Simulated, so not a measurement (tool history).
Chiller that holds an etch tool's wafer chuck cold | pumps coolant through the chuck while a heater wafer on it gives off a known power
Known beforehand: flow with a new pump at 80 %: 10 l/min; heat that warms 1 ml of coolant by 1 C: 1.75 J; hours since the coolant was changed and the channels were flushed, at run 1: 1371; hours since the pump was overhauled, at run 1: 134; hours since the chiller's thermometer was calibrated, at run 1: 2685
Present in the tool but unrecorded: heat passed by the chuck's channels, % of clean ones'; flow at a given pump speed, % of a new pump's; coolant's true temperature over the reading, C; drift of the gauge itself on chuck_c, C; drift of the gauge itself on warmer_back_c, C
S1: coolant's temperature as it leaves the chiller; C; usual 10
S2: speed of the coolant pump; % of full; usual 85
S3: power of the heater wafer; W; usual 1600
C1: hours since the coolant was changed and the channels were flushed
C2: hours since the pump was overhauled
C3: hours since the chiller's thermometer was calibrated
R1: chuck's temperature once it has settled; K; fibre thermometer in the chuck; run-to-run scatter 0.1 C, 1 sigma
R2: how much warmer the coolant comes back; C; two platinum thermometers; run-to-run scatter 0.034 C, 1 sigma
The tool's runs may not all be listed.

run,hour,S1,S2,S3,C1,C2,C3,R1,R2
1,0,10,85,1600,1371,134,2685,297.25,5.15
2,56,10,85,1600,1427,190,2741,297.25,5.19
3,82.8,10,85,1600,1454,217,2768,297.15,5.17
4,134.1,10,70,1600,1505,268,2819,299.15,6.42
5,178.2,10,70,1768,1549,312,2863,300.85,7.02
6,221,10,70,1768,1592,355,2906,301.05,6.97
7,268.6,10,85,1036,1639,403,2953,292.15,3.34
8,311.1,10,85,1036,1682,445,2996,292.25,3.39
# hour 315.7: chiller's thermometer calibrated
9,368.6,10,85,1600,1738,502,53,297.55,5.18
10,397.3,10,85,1600,1767,530,82,297.25,5.17
11,436.6,10,85,1600,1806,570,121,297.55,5.22
12,477.3,10,85,1600,1847,610,162,297.25,5.19
13,532.7,10,85,1600,1902,666,217,297.35,5.21
14,585.5,10,85,1600,1955,719,270,297.55,5.19
15,620.7,10,85,1998,1990,754,305,300.95,6.52
16,651.4,10,66,861,2021,784,336,292.25,3.69
17,698.5,2,84,1773,2068,832,383,291.05,5.83
18,736.3,17,79,1600,2106,869,421,305.25,5.64
19,785.5,16,60,2369,2155,918,470,316.55,11.08
20,822.8,16,60,2369,2193,956,507,316.55,11.07
21,849.6,16,60,2369,2219,983,534,316.65,11.07
22,883.5,18,93,1600,2253,1016,568,304.65,4.78
23,911.9,18,93,1600,2282,1045,596,304.55,4.75
24,940.3,17,85,920,2310,1073,625,298.25,3.02
25,997.3,16,94,2190,2367,1130,682,307.55,6.45
26,1053.6,16,94,2190,2423,1187,738,307.35,6.51
27,1099.6,11,78,1601,2469,1233,784,299.45,5.73
28,1133.9,11,72,2085,2504,1267,818,305.35,8.08

Below are 4 alternative next runs, each starting from the tool's condition after run 28. Predict each:
A,1164.4,10,81,1600,2534,1297,849,?,?
B,1164.4,10,76,1877,2534,1297,849,?,?
C,1164.4,19,85,1600,2534,1297,849,?,?
D,1164.4,19,84,809,2534,1297,849,?,?

run,R1,R2
A,298.05,5.47
B,301.35,6.94
C,306.55,5.24
D,299.45,2.69
Without the tool's hidden state the same runs would have given:
run,R1,R2
A,297.55,5.39
B,300.65,6.83
C,306.05,5.16
D,299.25,2.65

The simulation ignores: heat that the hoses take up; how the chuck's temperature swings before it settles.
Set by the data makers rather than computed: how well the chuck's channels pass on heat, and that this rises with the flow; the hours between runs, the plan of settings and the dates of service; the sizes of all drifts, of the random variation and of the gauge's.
